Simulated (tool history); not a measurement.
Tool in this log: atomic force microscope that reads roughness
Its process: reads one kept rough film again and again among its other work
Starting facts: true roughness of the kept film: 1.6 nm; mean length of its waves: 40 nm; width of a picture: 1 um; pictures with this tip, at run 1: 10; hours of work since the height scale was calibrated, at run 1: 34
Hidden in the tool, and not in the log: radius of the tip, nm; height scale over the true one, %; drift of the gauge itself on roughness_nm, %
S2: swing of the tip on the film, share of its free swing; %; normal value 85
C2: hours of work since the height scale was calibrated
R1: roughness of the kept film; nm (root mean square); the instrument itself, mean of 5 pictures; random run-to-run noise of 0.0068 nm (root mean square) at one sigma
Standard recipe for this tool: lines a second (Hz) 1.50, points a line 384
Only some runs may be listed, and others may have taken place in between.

Run 1, hour 0.0: usual settings; pictures with this tip 10; C2 34. Result: R1 1.434 nm (root mean square).
Run 2, hour 19.1: usual settings; pictures with this tip 39; C2 43. Result: R1 1.394 nm (root mean square).
At hour 41.5: new tip fitted.
Run 3, hour 41.5: usual settings but lines a second (Hz) 3.56; pictures with this tip 0; C2 52. Result: R1 1.349 nm (root mean square).
Run 4, hour 64.2: usual settings; pictures with this tip 33; C2 62. Result: R1 1.398 nm (root mean square).
Run 5, hour 80.7: usual settings; pictures with this tip 58; C2 69. Result: R1 1.365 nm (root mean square).
At hour 91.2: new tip fitted.
Run 6, hour 99.1: usual settings but S2 60 %; pictures with this tip 12; C2 77. Result: R1 1.502 nm (root mean square).
Run 7, hour 119.7: usual settings but S2 60 %; pictures with this tip 43; C2 86. Result: R1 1.452 nm (root mean square).
At hour 139.1: new tip fitted.
Run 8, hour 141.4: usual settings but S2 60 %; pictures with this tip 3; C2 95. Result: R1 1.510 nm (root mean square).
Run 9, hour 159.4: usual settings; pictures with this tip 29; C2 103. Result: R1 1.408 nm (root mean square).
Run 10, hour 172.2: usual settings; pictures with this tip 48; C2 109. Result: R1 1.363 nm (root mean square).
Run 11, hour 183.2: usual settings; pictures with this tip 65; C2 114. Result: R1 1.345 nm (root mean square).
At hour 189.6: new tip fitted.
Run 12, hour 201.9: usual settings; pictures with this tip 18; C2 122. Result: R1 1.417 nm (root mean square).
Run 13, hour 214.2: usual settings but S2 80 %; pictures with this tip 37; C2 127. Result: R1 1.413 nm (root mean square).
Run 14, hour 231.6: usual settings but S2 80 %; pictures with this tip 62; C2 135. Result: R1 1.374 nm (root mean square).
At hour 239.2: new tip fitted.
Run 15, hour 253.2: usual settings but S2 80 %; pictures with this tip 20; C2 144. Result: R1 1.436 nm (root mean square).
Run 16, hour 275.9: usual settings but lines a second (Hz) 1.53, S2 80 %; pictures with this tip 54; C2 154. Result: R1 1.368 nm (root mean square).
At hour 287.8: new tip fitted.
Run 17, hour 301.9: usual settings but lines a second (Hz) 1.53, S2 80 %; pictures with this tip 21; C2 165. Result: R1 1.442 nm (root mean square).
Run 18, hour 320.5: usual settings but lines a second (Hz) 1.53, S2 80 %; pictures with this tip 48; C2 173. Result: R1 1.386 nm (root mean square).
Run 19, hour 335.1: usual settings; pictures with this tip 69; C2 179. Result: R1 1.354 nm (root mean square).
At hour 337.4: new tip fitted.
Run 20, hour 354.7: usual settings but points a line 740; pictures with this tip 26; C2 188. Result: R1 1.402 nm (root mean square).
Run 21, hour 368.2: usual settings but lines a second (Hz) 1.21, S2 83 %, points a line 855; pictures with this tip 46; C2 193. Result: R1 1.401 nm (root mean square).
Run 22, hour 383.4: usual settings but lines a second (Hz) 3.67, S2 77 %, points a line 417; pictures with this tip 68; C2 200. Result: R1 1.286 nm (root mean square).
At hour 385.6: new tip fitted.
Run 23, hour 400.5: usual settings but lines a second (Hz) 3.67, S2 77 %, points a line 417; pictures with this tip 22; C2 207. Result: R1 1.352 nm (root mean square).
Run 24, hour 422.5: usual settings but S2 70 %, points a line 324; pictures with this tip 54; C2 217. Result: R1 1.407 nm (root mean square).
At hour 435.4: new tip fitted.
Run 25, hour 435.4: usual settings but lines a second (Hz) 0.62, S2 74 %, points a line 546; pictures with this tip 0; C2 222. Result: R1 1.526 nm (root mean square).
Run 26, hour 449.7: usual settings but lines a second (Hz) 1.91, points a line 415; pictures with this tip 21; C2 229. Result: R1 1.393 nm (root mean square).
Run 27, hour 475.3: usual settings but lines a second (Hz) 2.32, S2 61 %, points a line 418; pictures with this tip 59; C2 240. Result: R1 1.420 nm (root mean square).
At hour 483.7: new tip fitted.
Run 28, hour 493.5: usual settings but lines a second (Hz) 2.73, S2 61 %, points a line 304; pictures with this tip 14; C2 248. Result: R1 1.466 nm (root mean square).
Run 29, hour 504.8: usual settings but lines a second (Hz) 2.73, S2 69 %, points a line 304; pictures with this tip 31; C2 252. Result: R1 1.410 nm (root mean square).
Run 30, hour 516.8: usual settings but lines a second (Hz) 2.73, S2 69 %, points a line 721; pictures with this tip 49; C2 258. Result: R1 1.388 nm (root mean square).
At hour 533.8: new tip fitted.
Run 31, hour 541.1: usual settings but lines a second (Hz) 1.36, S2 77 %, points a line 426; pictures with this tip 11; C2 268. Result: R1 1.456 nm (root mean square).
Run 32, hour 565.6: usual settings but lines a second (Hz) 1.36, S2 77 %, points a line 426; pictures with this tip 47; C2 279. Result: R1 1.408 nm (root mean square).
Run 33, hour 578.1: usual settings but lines a second (Hz) 3.22, S2 74 %, points a line 789; pictures with this tip 66; C2 284. Result: R1 1.331 nm (root mean square).
At hour 582.4: new tip fitted.
Run 34, hour 603.4: usual settings but lines a second (Hz) 3.22, S2 74 %, points a line 566; pictures with this tip 31; C2 295. Result: R1 1.372 nm (root mean square).
Run 35, hour 629.4: usual settings but S2 75 %; pictures with this tip 70; C2 306. Result: R1 1.378 nm (root mean square).
At hour 631.3: new tip fitted.
Run 36, hour 647.0: usual settings but lines a second (Hz) 2.29, points a line 732; pictures with this tip 24; C2 314. Result: R1 1.369 nm (root mean square).
Run 37, hour 661.2: usual settings but lines a second (Hz) 2.29, points a line 732; pictures with this tip 45; C2 320. Result: R1 1.343 nm (root mean square).
Run 38, hour 674.4: usual settings but lines a second (Hz) 2.80, points a line 576; pictures with this tip 64; C2 326. Result: R1 1.284 nm (root mean square).
At hour 679.7: new tip fitted.
Run 39, hour 692.0: usual settings but lines a second (Hz) 2.80, points a line 576; pictures with this tip 18; C2 333. Result: R1 1.358 nm (root mean square).

What differs in the tool's unlogged condition from the final listed run ahead of each entry between runs to the first listed run following it?
Logged between run 2 and run 3: new tip fitted (hour 41.5)
  radius of the tip, nm: 18 -> 7; height scale over the true one, %: -0.21 -> -0.22
  measured less the result without the state, R1: -0.062 -> -0.003 nm (root mean square)
Logged between run 5 and run 6: new tip fitted (hour 91.2)
  radius of the tip, nm: 25.2 -> 10.9; height scale over the true one, %: -0.24 -> -0.25
  measured less the result without the state, R1: -0.099 -> -0.026 nm (root mean square)
Logged between run 7 and run 8: new tip fitted (hour 139.1)
  radius of the tip, nm: 19.2 -> 7.7; height scale over the true one, %: -0.27 -> -0.28
  measured less the result without the state, R1: -0.072 -> -0.008 nm (root mean square)
Logged between run 11 and run 12: new tip fitted (hour 189.6)
  radius of the tip, nm: 25.7 -> 13.2; height scale over the true one, %: -0.3 -> -0.31
  measured less the result without the state, R1: -0.102 -> -0.038 nm (root mean square)
Logged between run 14 and run 15: new tip fitted (hour 239.2)
  radius of the tip, nm: 25.5 -> 14.4; height scale over the true one, %: -0.33 -> -0.34
  measured less the result without the state, R1: -0.103 -> -0.046 nm (root mean square)
Logged between run 16 and run 17: new tip fitted (hour 287.8)
  radius of the tip, nm: 24.7 -> 14; height scale over the true one, %: -0.36 -> -0.37
  measured less the result without the state, R1: -0.099 -> -0.044 nm (root mean square)
Logged between run 19 and run 20: new tip fitted (hour 337.4)
  radius of the tip, nm: 27.7 -> 15.1; height scale over the true one, %: -0.39 -> -0.4
  measured less the result without the state, R1: -0.113 -> -0.050 nm (root mean square)
Logged between run 22 and run 23: new tip fitted (hour 385.6)
  radius of the tip, nm: 27.5 -> 15.2; height scale over the true one, %: -0.42 -> -0.43
  measured less the result without the state, R1: -0.108 -> -0.048 nm (root mean square)
Logged between run 24 and run 25: new tip fitted (hour 435.4)
  radius of the tip, nm: 24.6 -> 7.1; height scale over the true one, %: -0.44 -> -0.45
  measured less the result without the state, R1: -0.102 -> -0.008 nm (root mean square)
Logged between run 27 and run 28: new tip fitted (hour 483.7)
  radius of the tip, nm: 24.1 -> 11.3
  measured less the result without the state, R1: -0.101 -> -0.031 nm (root mean square)
Logged between run 30 and run 31: new tip fitted (hour 533.8)
  radius of the tip, nm: 21.6 -> 10.3; height scale over the true one, %: -0.5 -> -0.51
  measured less the result without the state, R1: -0.085 -> -0.026 nm (root mean square)
Logged between run 33 and run 34: new tip fitted (hour 582.4)
  radius of the tip, nm: 26.3 -> 16.7; height scale over the true one, %: -0.53 -> -0.55
  measured less the result without the state, R1: -0.107 -> -0.058 nm (root mean square)
Logged between run 35 and run 36: new tip fitted (hour 631.3)
  radius of the tip, nm: 27.2 -> 14.3; height scale over the true one, %: -0.56 -> -0.57
  measured less the result without the state, R1: -0.115 -> -0.047 nm (root mean square)
Logged between run 38 and run 39: new tip fitted (hour 679.7)
  radius of the tip, nm: 26.4 -> 11.7; height scale over the true one, %: -0.59 -> -0.6
  measured less the result without the state, R1: -0.105 -> -0.033 nm (root mean square)
